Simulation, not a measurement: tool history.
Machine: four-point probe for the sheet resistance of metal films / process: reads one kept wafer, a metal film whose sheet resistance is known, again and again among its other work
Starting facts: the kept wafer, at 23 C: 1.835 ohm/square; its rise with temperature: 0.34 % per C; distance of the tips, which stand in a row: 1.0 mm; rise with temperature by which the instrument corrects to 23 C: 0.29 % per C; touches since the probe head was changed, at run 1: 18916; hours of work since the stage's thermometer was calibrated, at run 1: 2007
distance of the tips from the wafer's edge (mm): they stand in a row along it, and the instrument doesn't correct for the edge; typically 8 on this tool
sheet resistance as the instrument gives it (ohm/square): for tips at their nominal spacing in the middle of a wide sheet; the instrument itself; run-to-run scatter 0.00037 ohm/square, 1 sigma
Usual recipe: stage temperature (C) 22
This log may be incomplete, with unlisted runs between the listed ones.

run	day	stage temperature (C)	distance of the tips from the wafer's edge (mm)	touches since the probe head was changed	hours of work since the stage's thermometer was calibrated	sheet resistance as the instrument gives it (ohm/square)
1	0	22	8	18916	2007	1.856573
2	0.817	22	10	19611	2023	1.851209
3	2.171	22	13	20759	2049	1.847173
4	2.779	22	13	21275	2061	1.84664
5	3.462	22	13	21857	2074	1.847088
6	4.862	22	8	23045	2101	1.85682
7	5.617	22	8	23685	2115	1.857467
8	6.304	22	8	24270	2128	1.856779
9	7.679	22	8	25436	2155	1.858153
10	8.733	22	8	26332	2175	1.856938
11	9.708	22	8	27158	2194	1.85753
12	10.742	22	8	28038	2213	1.857786
13	11.558	22	8	28731	2229	1.857897
14	12.942	22	8	29903	2256	1.856904
15	13.512	18	8	30387	2267	1.853577
16	14.492	18	8	31219	2285	1.854614
17	15.492	18	27	32069	2305	1.84007
18	16.642	18	27	33045	2327	1.840214
19	17.429	28	75	33714	2342	1.849238
20	18.446	33	5	34577	2361	1.892218
21	19.421	29	11	35406	2380	1.857701
22	20.35	30	11	36194	2398	1.858856
23	21.767	34	7	37397	2425	1.874113
24	22.942	28	7	38392	2448	1.868964
25	23.733	24	6	39065	2463	1.873132
26	24.446	24	6	39671	2476	1.872514
27	25.238	26	12	40344	2492	1.854092
28	26.617	34	24	41512	2518	1.856266
29	27.754	18	8	42478	2540	1.856368

Run 30, settings as shown, results not yet in. Your forecast:
30	28.983	18	8	43523	2564	?

Run 30 gave sheet resistance as the instrument gives it (ohm/square) 1.856466.
Minus the tool's unlogged condition, the same run would have read sheet resistance as the instrument gives it (ohm/square) 1.846134.
